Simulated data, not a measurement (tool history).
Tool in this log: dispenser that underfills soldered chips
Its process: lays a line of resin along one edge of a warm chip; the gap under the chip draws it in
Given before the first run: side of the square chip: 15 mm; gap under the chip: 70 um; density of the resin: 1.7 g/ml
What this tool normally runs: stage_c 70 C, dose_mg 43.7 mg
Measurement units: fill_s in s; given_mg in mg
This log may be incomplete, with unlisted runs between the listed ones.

Run 1, hour 0.0: usual settings. Result: fill_s 375.0 s, given_mg 41.75 mg.
At hour 2.2: new syringe of resin.
Run 2, hour 9.5: usual settings but stage_c 80 C. Result: fill_s 222.4 s, given_mg 41.46 mg.
At hour 13.8: new syringe of resin.
Run 3, hour 16.2: usual settings but stage_c 80 C. Result: fill_s 157.9 s, given_mg 41.32 mg.
Run 4, hour 23.5: usual settings but stage_c 80 C. Result: fill_s 262.4 s, given_mg 41.26 mg.
At hour 25.2: new syringe of resin.
Run 5, hour 31.6: usual settings but stage_c 80 C. Result: fill_s 208.7 s, given_mg 40.93 mg.
At hour 36.3: new syringe of resin.
Run 6, hour 39.6: usual settings but dose_mg 42.3 mg. Result: fill_s 242.0 s, given_mg 39.50 mg.
At hour 47.5: new syringe of resin.
Run 7, hour 48.2: usual settings but dose_mg 42.3 mg. Result: fill_s 203.2 s, given_mg 39.31 mg.
Run 8, hour 55.2: usual settings but dose_mg 42.3 mg. Result: fill_s 328.6 s, given_mg 39.45 mg.
At hour 59.0: new syringe of resin.
Run 9, hour 63.5: usual settings but dose_mg 42.3 mg. Result: fill_s 274.0 s, given_mg 39.44 mg.
At hour 70.6: dispensing valve cleaned and set on the balance.
At hour 71.7: new syringe of resin.
Run 10, hour 72.9: usual settings. Result: fill_s 205.8 s, given_mg 43.50 mg.
Run 11, hour 77.2: usual settings. Result: fill_s 281.5 s, given_mg 43.46 mg.
At hour 83.1: new syringe of resin.
Run 12, hour 85.5: usual settings. Result: fill_s 225.1 s, given_mg 43.20 mg.
At hour 94.4: new syringe of resin.
Run 13, hour 94.4: usual settings. Result: fill_s 191.6 s, given_mg 42.99 mg.
Run 14, hour 102.1: usual settings. Result: fill_s 322.2 s, given_mg 42.73 mg.
At hour 105.9: new syringe of resin.
Run 15, hour 106.9: usual settings but dose_mg 51.1 mg. Result: fill_s 199.0 s, given_mg 50.24 mg.
Run 16, hour 116.2: usual settings but dose_mg 44.0 mg. Result: fill_s 373.1 s, given_mg 43.05 mg.
At hour 117.1: new syringe of resin.
Run 17, hour 124.4: usual settings but stage_c 55 C, dose_mg 44.0 mg. Result: fill_s 559.9 s, given_mg 43.00 mg.
At hour 128.6: new syringe of resin.
Run 18, hour 131.5: usual settings but stage_c 65 C. Result: fill_s 284.7 s, given_mg 42.72 mg.
At hour 139.9: new syringe of resin.
Run 19, hour 140.9: usual settings but stage_c 71 C, dose_mg 46.2 mg. Result: fill_s 193.7 s, given_mg 44.54 mg.
Run 20, hour 144.9: usual settings but stage_c 73 C, dose_mg 40.7 mg. Result: fill_s 245.5 s, given_mg 39.47 mg.
Run 21, hour 150.3: usual settings but stage_c 73 C, dose_mg 40.7 mg. Result: fill_s 348.5 s, given_mg 39.31 mg.
At hour 151.5: new syringe of resin.
Run 22, hour 155.6: usual settings but stage_c 67 C, dose_mg 39.8 mg. Result: fill_s 287.0 s, given_mg 38.40 mg.
At hour 163.2: new syringe of resin.
Run 23, hour 164.8: usual settings but stage_c 80 C, dose_mg 46.6 mg. Result: fill_s 142.2 s, given_mg 44.67 mg.
At hour 174.3: new syringe of resin.
Run 24, hour 174.4: usual settings but stage_c 80 C, dose_mg 46.6 mg. Result: fill_s 126.1 s, given_mg 44.76 mg.
Run 25, hour 181.0: usual settings but stage_c 80 C, dose_mg 46.6 mg. Result: fill_s 202.4 s, given_mg 44.57 mg.
At hour 186.2: new syringe of resin.
Run 26, hour 186.6: usual settings but stage_c 64 C, dose_mg 46.0 mg. Result: fill_s 251.3 s, given_mg 44.00 mg.
Run 27, hour 194.5: usual settings but stage_c 56 C. Result: fill_s 594.8 s, given_mg 41.85 mg.
At hour 197.5: new syringe of resin.
Run 28, hour 202.3: usual settings but stage_c 56 C, dose_mg 54.2 mg. Result: fill_s 446.6 s, given_mg 51.52 mg.
Run 29, hour 206.5: usual settings but stage_c 78 C, dose_mg 52.3 mg. Result: fill_s 251.6 s, given_mg 49.34 mg.
At hour 208.8: new syringe of resin.
Run 30, hour 211.7: usual settings but stage_c 75 C, dose_mg 47.4 mg. Result: fill_s 194.5 s, given_mg 44.83 mg.
At hour 220.3: new syringe of resin.
Run 31, hour 220.4: usual settings but stage_c 73 C, dose_mg 37.6 mg. Result: fill_s 174.7 s, given_mg 35.47 mg.
Run 32, hour 229.0: usual settings but stage_c 73 C, dose_mg 37.6 mg. Result: fill_s 311.6 s, given_mg 35.12 mg.
At hour 232.1: new syringe of resin.
Run 33, hour 234.4: usual settings but stage_c 73 C, dose_mg 37.6 mg. Result: fill_s 204.5 s, given_mg 35.29 mg.
Run 34, hour 241.4: usual settings but stage_c 80 C, dose_mg 49.0 mg. Result: fill_s 245.6 s, given_mg 45.65 mg.

The same runs without the tool's hidden state, with the same run-to-run variation:
Hidden state present: resin's viscosity, % of fresh resin's; dose that the valve gives, % of what is set; true chip temperature over the reading, C; drift of the gauge itself on fill_s, %; drift of the gauge itself on given_mg, %.
run  fill_s  given_mg
  1   197.6     43.83
  2   136.1     43.69
  3   134.4     43.66
  4   136.6     43.73
  5   135.1     43.52
  6   194.9     42.13
  7   195.4     42.08
  8   197.1     42.34
  9   201.1     42.47
 10   193.0     43.65
 11   197.6     43.69
 12   196.6     43.56
 13   197.7     43.49
 14   197.9     43.35
 15   193.1     51.05
 16   192.5     43.91
 17   352.7     44.00
 18   241.4     43.84
 19   186.8     45.86
 20   179.7     40.71
 21   176.5     40.63
 22   220.4     39.78
 23   132.2     46.42
 24   131.9     46.67
 25   135.2     46.59
 26   248.7     46.08
 27   347.2     43.95
 28   339.6     54.28
 29   143.4     52.06
 30   164.8     47.39
 31   177.8     37.62
 32   178.2     37.39
 33   179.5     37.64
 34   135.8     48.84
